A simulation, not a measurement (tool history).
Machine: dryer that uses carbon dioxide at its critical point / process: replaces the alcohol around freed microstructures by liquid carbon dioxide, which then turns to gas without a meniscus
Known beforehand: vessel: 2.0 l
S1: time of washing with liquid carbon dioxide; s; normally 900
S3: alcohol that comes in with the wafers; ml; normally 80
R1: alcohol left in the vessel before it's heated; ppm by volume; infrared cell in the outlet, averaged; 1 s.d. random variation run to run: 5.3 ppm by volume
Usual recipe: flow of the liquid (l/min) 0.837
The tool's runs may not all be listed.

{"run": 1, "hour": 0.0, "S1": 900, "flow of the liquid (l/min)": 0.837, "S3": 80, "R1": 337}
{"run": 2, "hour": 52.6, "S1": 900, "flow of the liquid (l/min)": 0.837, "S3": 80, "R1": 376}
{"hour": 80.5, "done": "inlet filter changed"}
{"run": 3, "hour": 116.4, "S1": 900, "flow of the liquid (l/min)": 0.837, "S3": 80, "R1": 222}
{"run": 4, "hour": 158.1, "S1": 900, "flow of the liquid (l/min)": 0.837, "S3": 80, "R1": 247}
{"run": 5, "hour": 191.1, "S1": 900, "flow of the liquid (l/min)": 0.837, "S3": 80, "R1": 273}
{"run": 6, "hour": 245.6, "S1": 900, "flow of the liquid (l/min)": 0.837, "S3": 80, "R1": 311}
{"run": 7, "hour": 283.2, "S1": 900, "flow of the liquid (l/min)": 0.837, "S3": 80, "R1": 341}
{"run": 8, "hour": 316.8, "S1": 900, "flow of the liquid (l/min)": 0.837, "S3": 80, "R1": 349}
{"run": 9, "hour": 357.1, "S1": 900, "flow of the liquid (l/min)": 0.837, "S3": 80, "R1": 389}
{"run": 10, "hour": 405.1, "S1": 900, "flow of the liquid (l/min)": 0.837, "S3": 80, "R1": 431}
{"hour": 454.2, "done": "inlet filter changed"}
{"run": 11, "hour": 464.2, "S1": 900, "flow of the liquid (l/min)": 1.253, "S3": 80, "R1": 133}
{"run": 12, "hour": 493.2, "S1": 900, "flow of the liquid (l/min)": 1.253, "S3": 80, "R1": 137}
{"run": 13, "hour": 531.2, "S1": 900, "flow of the liquid (l/min)": 1.253, "S3": 80, "R1": 142}
{"run": 14, "hour": 592.8, "S1": 900, "flow of the liquid (l/min)": 1.253, "S3": 80, "R1": 152}
{"run": 15, "hour": 637.8, "S1": 900, "flow of the liquid (l/min)": 0.867, "S3": 80, "R1": 319}
{"run": 16, "hour": 664.5, "S1": 900, "flow of the liquid (l/min)": 0.837, "S3": 80, "R1": 350}
{"run": 17, "hour": 701.1, "S1": 900, "flow of the liquid (l/min)": 0.837, "S3": 80, "R1": 385}
{"run": 18, "hour": 752.2, "S1": 1440, "flow of the liquid (l/min)": 1.305, "S3": 80, "R1": 144}
{"run": 19, "hour": 816.4, "S1": 1440, "flow of the liquid (l/min)": 1.305, "S3": 80, "R1": 159}
{"hour": 826.8, "done": "inlet filter changed"}
{"run": 20, "hour": 848.3, "S1": 1440, "flow of the liquid (l/min)": 1.305, "S3": 80, "R1": 155}
{"run": 21, "hour": 898.6, "S1": 900, "flow of the liquid (l/min)": 1.076, "S3": 80, "R1": 191}

Forecast run 22:
{"run": 22, "hour": 958.5, "S1": 1320, "flow of the liquid (l/min)": 1.004, "S3": 27, "R1": "?"}

R1: 165 ppm by volume
Minus the tool's unlogged condition, the same run would have read R1 8 ppm by volume.
